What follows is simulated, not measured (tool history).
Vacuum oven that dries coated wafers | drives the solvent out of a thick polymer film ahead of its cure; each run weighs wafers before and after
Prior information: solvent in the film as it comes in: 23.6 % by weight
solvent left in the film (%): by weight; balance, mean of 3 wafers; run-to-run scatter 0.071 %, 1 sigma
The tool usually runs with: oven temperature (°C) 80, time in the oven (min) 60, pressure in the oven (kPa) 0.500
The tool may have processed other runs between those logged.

run   hour  oven temperature (°C)  time in the oven (min)  pressure in the oven (kPa)  solvent left in the film (%)
  1    0.0                     80                      60                       0.500                          5.23
  2   13.0                     80                      60                       0.500                          5.30
  3   20.0                     69                      60                       0.500                         10.22
  4   28.5                     71                      60                       0.500                          9.08
  5   38.8                     71                      60                       0.500                          9.36
  6   52.4                     90                      60                       0.500                          1.86
  7   67.3                     90                      60                       0.500                          1.99
  8   80.1                     90                      60                       0.500                          1.93
  9   92.1                     90                      60                       0.500                          2.02
 10   99.9                     90                      60                       0.500                          1.94
 11  108.8                     80                      60                       0.500                          5.30
 12  119.8                     80                      60                       0.500                          5.34
 13  134.0                     80                      60                       1.009                          5.78
 14  143.1                     80                      83                       0.250                          3.17
 15  150.5                     80                      83                       0.250                          3.20
 16  163.0                     91                      53                       0.435                          2.14
 17  178.2                     68                      53                       1.104                         12.21
 18  187.7                     80                      57                       1.262                          6.06
 19  194.8                     80                      57                       1.262                          6.32
 20  202.2                     80                      84                       1.100                          3.80
 21  210.7                     80                      84                       1.100                          3.78
 22  221.6                     87                      84                       0.495                          1.55
 23  231.7                     87                      84                       0.495                          1.55
 24  245.0                     70                      84                       0.495                          7.54
 25  259.2                     70                      84                       0.495                          7.63
 26  269.1                     71                     100                       0.307                          5.76

Per-run results on a tool with no hidden state, each run keeping its own random variation:
What the log doesn't record here: true wafer temperature over the reading, C; true pressure over the reading, kPa; drift of the gauge itself on solvent_pct, %.
run  solvent left in the film (%)
  1                          5.09
  2                          5.16
  3                         10.05
  4                          8.91
  5                          9.18
  6                          1.73
  7                          1.86
  8                          1.79
  9                          1.89
 10                          1.81
 11                          5.11
 12                          5.14
 13                          5.58
 14                          2.96
 15                          2.99
 16                          1.99
 17                         11.98
 18                          5.85
 19                          6.09
 20                          3.57
 21                          3.55
 22                          1.36
 23                          1.36
 24                          7.23
 25                          7.30
 26                          5.43
